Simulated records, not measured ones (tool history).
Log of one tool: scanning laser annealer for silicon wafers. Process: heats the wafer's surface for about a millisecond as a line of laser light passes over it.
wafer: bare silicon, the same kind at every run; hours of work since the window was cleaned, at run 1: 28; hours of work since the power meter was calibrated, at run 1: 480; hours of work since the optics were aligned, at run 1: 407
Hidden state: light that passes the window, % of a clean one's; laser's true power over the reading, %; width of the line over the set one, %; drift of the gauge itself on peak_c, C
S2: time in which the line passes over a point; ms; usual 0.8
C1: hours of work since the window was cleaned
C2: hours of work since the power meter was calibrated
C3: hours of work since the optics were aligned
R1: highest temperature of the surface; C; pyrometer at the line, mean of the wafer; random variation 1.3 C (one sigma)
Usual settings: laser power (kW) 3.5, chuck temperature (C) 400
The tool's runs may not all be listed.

{"run": 1, "hour": 0.0, "laser power (kW)": 3.5, "S2": 0.8, "chuck temperature (C)": 400, "C1": 28, "C2": 480, "C3": 407, "R1": 1124}
{"run": 2, "hour": 9.7, "laser power (kW)": 3.5, "S2": 0.8, "chuck temperature (C)": 400, "C1": 35, "C2": 487, "C3": 413, "R1": 1123}
{"run": 3, "hour": 27.6, "laser power (kW)": 3.5, "S2": 0.8, "chuck temperature (C)": 400, "C1": 47, "C2": 499, "C3": 426, "R1": 1121}
{"run": 4, "hour": 49.1, "laser power (kW)": 3.5, "S2": 0.8, "chuck temperature (C)": 400, "C1": 62, "C2": 513, "C3": 440, "R1": 1123}
{"run": 5, "hour": 65.8, "laser power (kW)": 3.5, "S2": 0.8, "chuck temperature (C)": 400, "C1": 73, "C2": 525, "C3": 452, "R1": 1124}
{"run": 6, "hour": 75.6, "laser power (kW)": 3.5, "S2": 0.8, "chuck temperature (C)": 400, "C1": 80, "C2": 532, "C3": 458, "R1": 1122}
{"run": 7, "hour": 91.6, "laser power (kW)": 3.5, "S2": 0.8, "chuck temperature (C)": 400, "C1": 91, "C2": 542, "C3": 469, "R1": 1125}
{"run": 8, "hour": 104.8, "laser power (kW)": 3.5, "S2": 0.8, "chuck temperature (C)": 400, "C1": 100, "C2": 551, "C3": 478, "R1": 1124}
{"run": 9, "hour": 127.1, "laser power (kW)": 3.5, "S2": 0.8, "chuck temperature (C)": 400, "C1": 115, "C2": 567, "C3": 494, "R1": 1124}
{"run": 10, "hour": 148.9, "laser power (kW)": 3.817, "S2": 0.8, "chuck temperature (C)": 400, "C1": 130, "C2": 582, "C3": 508, "R1": 1199}
{"run": 11, "hour": 160.8, "laser power (kW)": 3.817, "S2": 0.85, "chuck temperature (C)": 400, "C1": 138, "C2": 590, "C3": 517, "R1": 1225}
{"run": 12, "hour": 173.5, "laser power (kW)": 3.5, "S2": 0.758, "chuck temperature (C)": 400, "C1": 147, "C2": 598, "C3": 525, "R1": 1104}
{"run": 13, "hour": 187.1, "laser power (kW)": 3.5, "S2": 0.758, "chuck temperature (C)": 400, "C1": 156, "C2": 608, "C3": 534, "R1": 1105}

Forecast run 14:
{"run": 14, "hour": 196.7, "laser power (kW)": 3.724, "S2": 0.758, "chuck temperature (C)": 390, "C1": 162, "C2": 614, "C3": 541, "R1": "?"}

R1: 1147 C
Without the tool's hidden state the same run would have given R1 1147 C.
